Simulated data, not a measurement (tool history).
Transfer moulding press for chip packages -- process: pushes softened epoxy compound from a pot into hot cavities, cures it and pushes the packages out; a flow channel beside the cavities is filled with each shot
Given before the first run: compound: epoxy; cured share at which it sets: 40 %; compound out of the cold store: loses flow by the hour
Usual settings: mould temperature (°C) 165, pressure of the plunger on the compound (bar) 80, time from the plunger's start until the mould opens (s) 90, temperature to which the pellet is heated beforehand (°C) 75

run,hour,mould temperature (°C),pressure of the plunger on the compound (bar),time from the plunger's start until the mould opens (s),temperature to which the pellet is heated beforehand (°C),incoming compound's hours out of the cold store,length that the compound runs in the flow channel (mm),greatest force on the pins that push the packages out (N)
1,0,165,80,90,75,32.9,815,177
# hour 20.7: cavities cleaned with cleaning compound and waxed
2,49.6,165,80,90,75,43.7,769,165
# hour 66.5: cavities cleaned with cleaning compound and waxed
3,89.6,165,80,90,75,31.6,816,172
# hour 105.4: plunger's sealing rings changed
# hour 115.7: cavities cleaned with cleaning compound and waxed
4,150.6,165,80,90,75,14,897,181
# hour 159.7: cavities cleaned with cleaning compound and waxed
# hour 203.7: cavities cleaned with cleaning compound and waxed
5,203.7,165,80,90,75,11.1,901,166
6,240.7,165,80,119,75,18.3,876,157
# hour 251.4: cavities cleaned with cleaning compound and waxed
7,284.3,165,80,119,75,46.6,756,169
# hour 295.5: cavities cleaned with cleaning compound and waxed
# hour 326.4: plunger's sealing rings changed
8,337,165,80,119,75,8.9,925,164
# hour 344: cavities cleaned with cleaning compound and waxed
9,363.9,165,80,119,75,29.5,831,160
# hour 389.1: cavities cleaned with cleaning compound and waxed
10,389.8,165,80,90,75,30,814,170
# hour 432.8: cavities cleaned with cleaning compound and waxed
# hour 442.9: mould's thermocouples calibrated
11,442.9,165,80,90,75,8.1,906,173
# hour 478.7: cavities cleaned with cleaning compound and waxed
12,478.7,165,80,90,75,45.5,767,169
# hour 522.4: cavities cleaned with cleaning compound and waxed
13,535.9,165,80,100,75,15.5,889,173
# hour 548.8: plunger's sealing rings changed
# hour 570.9: cavities cleaned with cleaning compound and waxed
14,586,165,80,100,75,40.3,794,162
# hour 619.3: cavities cleaned with cleaning compound and waxed
15,643.1,165,79.9,74,82,44.4,766,205
# hour 663.6: cavities cleaned with cleaning compound and waxed
16,693.7,162,65.1,74,80,15.8,805,276
# hour 711.7: cavities cleaned with cleaning compound and waxed
17,727.8,163,74.1,90,76,34.9,774,180
# hour 755.2: cavities cleaned with cleaning compound and waxed
# hour 771.9: plunger's sealing rings changed
18,789.6,157,87.4,87,76,34.1,878,283
# hour 801.5: cavities cleaned with cleaning compound and waxed
# hour 847.2: cavities cleaned with cleaning compound and waxed
19,849.5,157,87.4,87,76,36.8,862,280
# hour 892.4: cavities cleaned with cleaning compound and waxed
20,894.2,165,87.4,88,76,36.8,836,179
# hour 935.9: cavities cleaned with cleaning compound and waxed
21,935.9,165,87.4,98,78,15.5,912,169
22,968.9,165,87.4,98,78,36,845,163
# hour 982.3: cavities cleaned with cleaning compound and waxed
# hour 994.4: plunger's sealing rings changed
# hour 1029: cavities cleaned with cleaning compound and waxed
23,1031.4,165,65.3,90,75,27.1,762,163
24,1068.5,165,65.3,90,75,36.1,729,170
# hour 1075.2: cavities cleaned with cleaning compound and waxed
# hour 1122.7: cavities cleaned with cleaning compound and waxed
25,1129.3,165,89.4,74,75,31.1,862,223
# hour 1168.6: cavities cleaned with cleaning compound and waxed
26,1179.7,170,85,74,75,16.6,890,173

What if the next run were any one of these 4? Each begins from the tool's condition after run 26:
# hour 1215.4: plunger's sealing rings changed
# hour 1216.9: cavities cleaned with cleaning compound and waxed
A,1222.1,168,88.2,109,75,32.3,?,?
# hour 1215.4: plunger's sealing rings changed
# hour 1216.9: cavities cleaned with cleaning compound and waxed
B,1222.1,165,83.2,110,71,21.9,?,?
# hour 1215.4: plunger's sealing rings changed
# hour 1216.9: cavities cleaned with cleaning compound and waxed
C,1222.1,161,98,90,75,26.4,?,?
# hour 1215.4: plunger's sealing rings changed
# hour 1216.9: cavities cleaned with cleaning compound and waxed
D,1222.1,161,80,109,75,25.6,?,?

run,length that the compound runs in the flow channel (mm),greatest force on the pins that push the packages out (N)
A,840,159
B,869,157
C,945,208
D,852,174
The same runs, with their run-to-run variation unchanged, on a tool lacking any hidden condition would have given:
run,length that the compound runs in the flow channel (mm),greatest force on the pins that push the packages out (N)
A,841,158
B,870,157
C,945,208
D,852,173
